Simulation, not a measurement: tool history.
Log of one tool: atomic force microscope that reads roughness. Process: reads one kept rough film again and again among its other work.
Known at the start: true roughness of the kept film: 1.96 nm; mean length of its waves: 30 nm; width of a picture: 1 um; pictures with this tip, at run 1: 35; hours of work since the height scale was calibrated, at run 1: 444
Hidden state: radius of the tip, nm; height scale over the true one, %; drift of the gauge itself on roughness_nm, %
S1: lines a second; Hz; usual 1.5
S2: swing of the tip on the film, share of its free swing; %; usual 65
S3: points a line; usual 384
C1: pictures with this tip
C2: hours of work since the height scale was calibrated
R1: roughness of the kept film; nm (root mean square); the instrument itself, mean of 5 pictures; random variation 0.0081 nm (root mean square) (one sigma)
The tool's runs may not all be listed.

run   hour    S1  S2   S3  C1   C2     R1
  1      0   1.5  65  384  35  444   1.68
        23  -- new tip fitted
  2   25.7   1.5  65  384   6  460  1.743
  3   51.3   1.5  65  384  55  475  1.632
      63.7  -- new tip fitted
  4   72.3   1.5  65  384  16  487  1.725
  5   97.4   1.5  65  384  65  503  1.617
     103.9  -- new tip fitted
  6  111.3   1.5  65  384  14  511  1.729
  7  135.2  0.97  65  384  60  525  1.647
     144.9  -- new tip fitted
  8  148.9  0.97  65  384   7  533  1.751
  9  168.1   1.5  65  384  44  545  1.645
 10  183.2   1.5  65  384  73  554  1.594
     187.7  -- new tip fitted
 11  199.6  0.79  73  384  23  563  1.728
 12  222.1  2.61  63  384  67  577  1.596
     229.1  -- new tip fitted
 13  245.1  2.61  61  379  31  590  1.676
 14  262.9   1.4  66  284  65  601   1.61
     270.4  -- new tip fitted
 15  279.9  2.43  56  706  18  611  1.738
 16  304.3  2.43  65  706  65  626  1.602

Run 17 comes next. What will it give?
     311.3  -- new tip fitted
 17  320.1  2.43  89  848  17  635   ?

R1: 1.601 nm (root mean square)
Without the tool's hidden state the same run would have given R1 1.636 nm (root mean square).
